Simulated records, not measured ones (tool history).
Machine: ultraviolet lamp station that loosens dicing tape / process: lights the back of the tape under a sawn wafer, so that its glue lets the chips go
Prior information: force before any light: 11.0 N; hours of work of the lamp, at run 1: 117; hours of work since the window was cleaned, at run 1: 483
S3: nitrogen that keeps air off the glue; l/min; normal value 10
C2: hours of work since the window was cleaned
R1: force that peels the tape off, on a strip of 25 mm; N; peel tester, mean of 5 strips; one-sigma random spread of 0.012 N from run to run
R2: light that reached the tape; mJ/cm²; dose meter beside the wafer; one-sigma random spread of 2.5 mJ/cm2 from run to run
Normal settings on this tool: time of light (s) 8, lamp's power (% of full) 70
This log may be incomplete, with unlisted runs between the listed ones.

{"run": 1, "day": 0.0, "time of light (s)": 8, "lamp's power (% of full)": 70, "S3": 10, "hours of work of the lamp": 117, "C2": 483, "R1": 0.899, "R2": 235}
{"run": 2, "day": 0.688, "time of light (s)": 8, "lamp's power (% of full)": 70, "S3": 10, "hours of work of the lamp": 129, "C2": 495, "R1": 0.925, "R2": 231}
{"run": 3, "day": 1.379, "time of light (s)": 8, "lamp's power (% of full)": 70, "S3": 10, "hours of work of the lamp": 142, "C2": 508, "R1": 0.947, "R2": 237}
{"run": 4, "day": 2.408, "time of light (s)": 8, "lamp's power (% of full)": 70, "S3": 10, "hours of work of the lamp": 160, "C2": 526, "R1": 1.0, "R2": 231}
{"run": 5, "day": 3.729, "time of light (s)": 8, "lamp's power (% of full)": 70, "S3": 10, "hours of work of the lamp": 184, "C2": 550, "R1": 1.045, "R2": 221}
{"run": 6, "day": 4.938, "time of light (s)": 8, "lamp's power (% of full)": 93, "S3": 10, "hours of work of the lamp": 205, "C2": 571, "R1": 0.543, "R2": 294}
{"run": 7, "day": 6.412, "time of light (s)": 8, "lamp's power (% of full)": 99, "S3": 10, "hours of work of the lamp": 232, "C2": 598, "R1": 0.462, "R2": 305}
{"run": 8, "day": 7.925, "time of light (s)": 8, "lamp's power (% of full)": 99, "S3": 10, "hours of work of the lamp": 259, "C2": 625, "R1": 0.486, "R2": 301}
{"run": 9, "day": 8.804, "time of light (s)": 8, "lamp's power (% of full)": 70, "S3": 10, "hours of work of the lamp": 275, "C2": 640, "R1": 1.179, "R2": 215}
{"run": 10, "day": 9.788, "time of light (s)": 8, "lamp's power (% of full)": 70, "S3": 10, "hours of work of the lamp": 292, "C2": 658, "R1": 1.18, "R2": 206}
{"day": 10.062, "done": "window cleaned of glue's vapour"}
{"run": 11, "day": 10.767, "time of light (s)": 8, "lamp's power (% of full)": 70, "S3": 10, "hours of work of the lamp": 309, "C2": 13, "R1": 0.833, "R2": 242}
{"run": 12, "day": 11.421, "time of light (s)": 8, "lamp's power (% of full)": 64, "S3": 10, "hours of work of the lamp": 321, "C2": 24, "R1": 1.054, "R2": 226}
{"run": 13, "day": 12.079, "time of light (s)": 8, "lamp's power (% of full)": 64, "S3": 10, "hours of work of the lamp": 333, "C2": 36, "R1": 1.071, "R2": 223}
{"run": 14, "day": 13.288, "time of light (s)": 8, "lamp's power (% of full)": 64, "S3": 10, "hours of work of the lamp": 354, "C2": 58, "R1": 1.072, "R2": 213}
{"run": 15, "day": 14.417, "time of light (s)": 8, "lamp's power (% of full)": 64, "S3": 10, "hours of work of the lamp": 375, "C2": 78, "R1": 1.114, "R2": 212}
{"run": 16, "day": 15.271, "time of light (s)": 8, "lamp's power (% of full)": 70, "S3": 10, "hours of work of the lamp": 390, "C2": 93, "R1": 0.978, "R2": 228}
{"run": 17, "day": 16.379, "time of light (s)": 8, "lamp's power (% of full)": 70, "S3": 10, "hours of work of the lamp": 410, "C2": 113, "R1": 0.943, "R2": 232}
{"run": 18, "day": 17.092, "time of light (s)": 8, "lamp's power (% of full)": 70, "S3": 10, "hours of work of the lamp": 422, "C2": 126, "R1": 1.036, "R2": 224}
{"run": 19, "day": 17.796, "time of light (s)": 13, "lamp's power (% of full)": 70, "S3": 10, "hours of work of the lamp": 435, "C2": 138, "R1": 0.307, "R2": 361}
{"run": 20, "day": 18.592, "time of light (s)": 4, "lamp's power (% of full)": 78, "S3": 15, "hours of work of the lamp": 449, "C2": 152, "R1": 2.633, "R2": 125}
{"run": 21, "day": 19.829, "time of light (s)": 4, "lamp's power (% of full)": 78, "S3": 15, "hours of work of the lamp": 471, "C2": 175, "R1": 2.725, "R2": 121}
{"run": 22, "day": 20.842, "time of light (s)": 8, "lamp's power (% of full)": 63, "S3": 4, "hours of work of the lamp": 489, "C2": 193, "R1": 2.118, "R2": 193}
{"run": 23, "day": 22.2, "time of light (s)": 8, "lamp's power (% of full)": 66, "S3": 3, "hours of work of the lamp": 514, "C2": 217, "R1": 2.369, "R2": 193}
{"run": 24, "day": 23.233, "time of light (s)": 8, "lamp's power (% of full)": 66, "S3": 3, "hours of work of the lamp": 532, "C2": 235, "R1": 2.461, "R2": 192}
{"run": 25, "day": 24.008, "time of light (s)": 8, "lamp's power (% of full)": 66, "S3": 3, "hours of work of the lamp": 546, "C2": 249, "R1": 2.523, "R2": 192}
{"run": 26, "day": 25.042, "time of light (s)": 8, "lamp's power (% of full)": 99, "S3": 7, "hours of work of the lamp": 564, "C2": 268, "R1": 0.734, "R2": 285}
{"run": 27, "day": 26.0, "time of light (s)": 6, "lamp's power (% of full)": 81, "S3": 18, "hours of work of the lamp": 582, "C2": 285, "R1": 1.466, "R2": 171}
{"run": 28, "day": 27.504, "time of light (s)": 6, "lamp's power (% of full)": 81, "S3": 18, "hours of work of the lamp": 608, "C2": 312, "R1": 1.534, "R2": 167}
{"run": 29, "day": 28.442, "time of light (s)": 6, "lamp's power (% of full)": 74, "S3": 7, "hours of work of the lamp": 625, "C2": 329, "R1": 2.429, "R2": 151}
{"run": 30, "day": 29.825, "time of light (s)": 5, "lamp's power (% of full)": 67, "S3": 15, "hours of work of the lamp": 650, "C2": 353, "R1": 2.915, "R2": 111}
{"run": 31, "day": 30.704, "time of light (s)": 5, "lamp's power (% of full)": 67, "S3": 7, "hours of work of the lamp": 666, "C2": 369, "R1": 3.617, "R2": 110}
{"run": 32, "day": 31.646, "time of light (s)": 9, "lamp's power (% of full)": 93, "S3": 6, "hours of work of the lamp": 683, "C2": 386, "R1": 0.876, "R2": 270}
{"run": 33, "day": 32.712, "time of light (s)": 7, "lamp's power (% of full)": 86, "S3": 11, "hours of work of the lamp": 702, "C2": 405, "R1": 1.385, "R2": 192}

Run 34 comes next. What will it give?
{"run": 34, "day": 33.896, "time of light (s)": 7, "lamp's power (% of full)": 86, "S3": 11, "hours of work of the lamp": 723, "C2": 426, "R1": "?", "R2": "?"}

{"run 34": {"R1": 1.452, "R2": 184}}
With the hidden condition absent and the run-to-run variation left alone, this run would have shown R1 0.444 N, R2 306 mJ/cm².
